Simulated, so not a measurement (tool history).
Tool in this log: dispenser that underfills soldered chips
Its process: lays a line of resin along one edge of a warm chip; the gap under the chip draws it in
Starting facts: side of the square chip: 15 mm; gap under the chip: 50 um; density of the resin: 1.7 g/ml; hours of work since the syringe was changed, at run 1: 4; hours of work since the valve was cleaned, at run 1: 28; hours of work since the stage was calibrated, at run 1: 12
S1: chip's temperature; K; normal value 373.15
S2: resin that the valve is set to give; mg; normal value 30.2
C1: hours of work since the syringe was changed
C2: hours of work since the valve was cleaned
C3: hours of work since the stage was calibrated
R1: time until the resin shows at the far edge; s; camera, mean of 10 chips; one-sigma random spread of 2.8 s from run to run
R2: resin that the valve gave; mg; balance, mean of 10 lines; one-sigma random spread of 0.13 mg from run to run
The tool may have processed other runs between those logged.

run 1 hour=0 | S1=373.15 S2=30.2 | C1=4 C2=28 C3=12 | R1=346.9 R2=29.84
-- hour=5.3 new syringe of resin
run 2 hour=7.9 | S1=373.15 S2=36.8 | C1=2 C2=33 C3=18 | R1=311.4 R2=36.23
run 3 hour=14.7 | S1=373.15 S2=36.8 | C1=7 C2=39 C3=23 | R1=415.5 R2=35.99
-- hour=16 new syringe of resin
run 4 hour=21.4 | S1=373.15 S2=36.8 | C1=4 C2=43 C3=28 | R1=338.9 R2=35.89
run 5 hour=24.6 | S1=373.15 S2=36.8 | C1=7 C2=46 C3=30 | R1=399.8 R2=35.46
-- hour=26.7 new syringe of resin
run 6 hour=29.4 | S1=373.15 S2=36.8 | C1=2 C2=49 C3=33 | R1=307.9 R2=35.52
run 7 hour=34.2 | S1=386.15 S2=30.2 | C1=6 C2=53 C3=37 | R1=284.8 R2=29.22
-- hour=37.3 new syringe of resin
run 8 hour=38.3 | S1=366.15 S2=30.2 | C1=1 C2=56 C3=40 | R1=354.5 R2=29.22
run 9 hour=45.5 | S1=386.15 S2=30.2 | C1=6 C2=61 C3=45 | R1=290 R2=29.19
-- hour=47.8 new syringe of resin
run 10 hour=49.3 | S1=386.15 S2=30.2 | C1=1 C2=64 C3=48 | R1=217.3 R2=29.09
run 11 hour=52.5 | S1=373.15 S2=30.2 | C1=4 C2=66 C3=50 | R1=345.5 R2=28.95
-- hour=58.5 new syringe of resin
run 12 hour=58.5 | S1=373.15 S2=30.2 | C1=0 C2=71 C3=55 | R1=273.8 R2=28.65
run 13 hour=61.8 | S1=373.15 S2=30.2 | C1=3 C2=73 C3=57 | R1=320.9 R2=28.71
run 14 hour=66.9 | S1=373.15 S2=30.2 | C1=6 C2=77 C3=61 | R1=400.4 R2=28.71
-- hour=69 new syringe of resin
run 15 hour=71.8 | S1=373.15 S2=37 | C1=2 C2=80 C3=65 | R1=306 R2=34.93
run 16 hour=78.4 | S1=380.15 S2=34.2 | C1=7 C2=85 C3=70 | R1=331.6 R2=32.26
-- hour=79.6 new syringe of resin
run 17 hour=85.9 | S1=380.15 S2=34.2 | C1=5 C2=91 C3=75 | R1=299.9 R2=32.43
-- hour=90.3 new syringe of resin
run 18 hour=91.2 | S1=384.15 S2=30.2 | C1=1 C2=95 C3=79 | R1=217.2 R2=28.33
run 19 hour=96.9 | S1=361.15 S2=34.3 | C1=5 C2=99 C3=83 | R1=519.8 R2=32.04
-- hour=100.8 new syringe of resin
run 20 hour=102.8 | S1=366.15 S2=26.5 | C1=2 C2=103 C3=87 | R1=377.3 R2=24.67
run 21 hour=107.4 | S1=366.15 S2=26.5 | C1=5 C2=107 C3=91 | R1=473.2 R2=24.68
-- hour=109.6 dispensing valve cleaned and set on the balance
-- hour=112.3 new syringe of resin
run 22 hour=112.3 | S1=370.15 S2=30.6 | C1=0 C2=2 C3=94 | R1=296.9 R2=30.55
run 23 hour=116.5 | S1=384.15 S2=32.5 | C1=3 C2=5 C3=97 | R1=247.9 R2=32.15
run 24 hour=121 | S1=379.15 S2=27.8 | C1=7 C2=8 C3=100 | R1=357.5 R2=27.3
-- hour=123 new syringe of resin
run 25 hour=124.6 | S1=379.15 S2=27.8 | C1=1 C2=11 C3=103 | R1=248.9 R2=27.42
run 26 hour=131 | S1=379.15 S2=27.8 | C1=6 C2=16 C3=107 | R1=337 R2=27.28
-- hour=133.4 new syringe of resin
run 27 hour=136.1 | S1=379.15 S2=27.8 | C1=2 C2=19 C3=111 | R1=269.1 R2=27.34
run 28 hour=141.3 | S1=379.15 S2=25.8 | C1=6 C2=23 C3=115 | R1=349.7 R2=25.34
-- hour=143.8 new syringe of resin
run 29 hour=149.1 | S1=381.15 S2=36 | C1=4 C2=29 C3=121 | R1=281.6 R2=35.09
-- hour=154.2 new syringe of resin
run 30 hour=154.7 | S1=376.15 S2=29.6 | C1=0 C2=33 C3=125 | R1=259.6 R2=28.82

Below are 4 alternative next runs, each starting from the tool's condition after run 30. Predict each:
run A hour=161.8 | S1=360.15 S2=27 | C1=6 C2=38 C3=130 | R1=? R2=?
run B hour=161.8 | S1=372.15 S2=29.6 | C1=6 C2=38 C3=130 | R1=? R2=?
run C hour=161.8 | S1=379.15 S2=38.9 | C1=6 C2=38 C3=130 | R1=? R2=?
run D hour=161.8 | S1=376.15 S2=32.5 | C1=6 C2=38 C3=130 | R1=? R2=?

run=A R1=574.6 R2=26.16
run=B R1=396.2 R2=28.74
run=C R1=319.7 R2=37.65
run=D R1=353.8 R2=31.4
Take away the tool's hidden state, keep each run's random variation, and the runs would have read:
run=A R1=409.1 R2=27.01
run=B R1=282.4 R2=29.68
run=C R1=228.7 R2=38.87
run=D R1=252.8 R2=32.41
